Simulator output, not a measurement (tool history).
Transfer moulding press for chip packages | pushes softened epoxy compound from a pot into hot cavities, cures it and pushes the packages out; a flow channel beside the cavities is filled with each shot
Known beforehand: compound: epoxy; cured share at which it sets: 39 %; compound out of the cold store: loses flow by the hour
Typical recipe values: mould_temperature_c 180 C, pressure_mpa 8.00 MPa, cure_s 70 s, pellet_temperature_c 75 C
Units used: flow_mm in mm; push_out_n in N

run,hour,mould_temperature_c,pressure_mpa,cure_s,pellet_temperature_c,incoming compound's hours out of the cold store,flow_mm,push_out_n
1,0.0,180,8.00,70,75,26.4,606,542
2,10.1,180,8.00,61,75,47.4,578,891
3,20.0,180,8.00,61,75,21.8,618,1060
4,29.0,180,8.00,61,75,10.6,618,1146
5,37.8,180,8.00,61,75,12.2,632,1199
# hour 44.5: cavities cleaned with cleaning compound and waxed
6,47.0,180,8.00,61,75,15.0,618,622
7,53.8,180,8.00,61,75,30.3,594,750
8,64.0,180,8.00,70,75,8.8,637,694
9,70.9,184,8.00,70,75,46.0,571,515
10,78.4,184,8.00,70,75,44.7,560,553
11,84.9,184,8.00,70,75,25.0,579,602
# hour 96.9: cavities cleaned with cleaning compound and waxed
12,96.9,180,7.80,70,75,47.3,558,358
13,104.2,180,8.00,70,75,39.3,571,493
14,113.7,180,8.00,70,75,36.5,572,634
15,122.1,180,8.00,70,75,8.4,613,761
16,131.2,180,8.00,70,75,37.8,553,755
# hour 138.2: plunger's sealing rings changed
17,140.1,187,8.00,67,70,30.9,628,585
18,148.4,187,7.54,68,81,8.9,639,557
# hour 152.0: cavities cleaned with cleaning compound and waxed
19,156.1,175,9.70,70,74,34.0,700,648
20,161.3,181,6.28,70,83,46.0,530,476
21,168.4,178,9.16,70,79,35.6,667,691

Estimate the outcome of run 22 from the log above:
22,175.1,183,8.22,70,79,34.3,?,?

{"run 22": {"flow_mm": 637, "push_out_n": 552}}
If the tool had no hidden condition, the same run with the same run-to-run variation would have returned flow_mm 647 mm, push_out_n 286 N.

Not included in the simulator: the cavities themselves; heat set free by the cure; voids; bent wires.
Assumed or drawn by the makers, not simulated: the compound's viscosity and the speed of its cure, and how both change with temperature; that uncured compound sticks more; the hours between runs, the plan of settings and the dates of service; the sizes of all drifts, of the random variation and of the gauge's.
